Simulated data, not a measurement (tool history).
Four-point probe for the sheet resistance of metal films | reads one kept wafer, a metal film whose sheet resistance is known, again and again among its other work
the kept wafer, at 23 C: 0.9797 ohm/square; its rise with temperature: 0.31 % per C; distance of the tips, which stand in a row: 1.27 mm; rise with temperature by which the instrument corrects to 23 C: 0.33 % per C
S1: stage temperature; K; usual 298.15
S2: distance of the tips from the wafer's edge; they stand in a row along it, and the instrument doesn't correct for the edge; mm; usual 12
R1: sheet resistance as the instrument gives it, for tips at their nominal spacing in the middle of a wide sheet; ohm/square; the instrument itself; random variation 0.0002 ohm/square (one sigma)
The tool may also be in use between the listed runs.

{"run": 1, "hour": 0.0, "S1": 298.15, "S2": 12, "R1": 0.99083}
{"run": 2, "hour": 63.3, "S1": 298.15, "S2": 12, "R1": 0.991244}
{"run": 3, "hour": 91.8, "S1": 298.15, "S2": 28, "R1": 0.985717}
{"run": 4, "hour": 145.1, "S1": 298.15, "S2": 28, "R1": 0.985764}
{"run": 5, "hour": 187.4, "S1": 298.15, "S2": 12, "R1": 0.990534}
{"run": 6, "hour": 218.9, "S1": 298.15, "S2": 12, "R1": 0.990774}
{"hour": 224.6, "done": "stage's thermometer calibrated"}
{"run": 7, "hour": 262.3, "S1": 298.15, "S2": 12, "R1": 0.990893}
{"run": 8, "hour": 308.4, "S1": 298.15, "S2": 12, "R1": 0.990765}
{"run": 9, "hour": 349.1, "S1": 298.15, "S2": 12, "R1": 0.990958}
{"run": 10, "hour": 414.6, "S1": 299.15, "S2": 21, "R1": 0.986579}
{"run": 11, "hour": 451.1, "S1": 300.15, "S2": 12, "R1": 0.990346}
{"hour": 467.1, "done": "stage's thermometer calibrated, once more"}
{"run": 12, "hour": 482.6, "S1": 305.15, "S2": 24, "R1": 0.98191}
{"run": 13, "hour": 510.4, "S1": 298.15, "S2": 10, "R1": 0.990112}
{"run": 14, "hour": 548.9, "S1": 295.15, "S2": 12, "R1": 0.987944}
{"run": 15, "hour": 594.7, "S1": 301.15, "S2": 71, "R1": 0.9813}
{"run": 16, "hour": 623.9, "S1": 296.15, "S2": 4, "R1": 1.032123}

Forecast each of these 4 alternatives for the next run:
{"run": "A", "hour": 668.7, "S1": 296.15, "S2": 20, "R1": "?"}
{"run": "B", "hour": 668.7, "S1": 293.15, "S2": 9, "R1": "?"}
{"run": "C", "hour": 668.7, "S1": 296.15, "S2": 8, "R1": "?"}
{"run": "D", "hour": 668.7, "S1": 300.15, "S2": 12, "R1": "?"}

run=A R1=0.983650
run=B R1=0.992848
run=C R1=0.994833
run=D R1=0.986617
Without the tool's hidden state the same runs would have given:
run=A R1=0.981758
run=B R1=0.990940
run=C R1=0.992921
run=D R1=0.984719

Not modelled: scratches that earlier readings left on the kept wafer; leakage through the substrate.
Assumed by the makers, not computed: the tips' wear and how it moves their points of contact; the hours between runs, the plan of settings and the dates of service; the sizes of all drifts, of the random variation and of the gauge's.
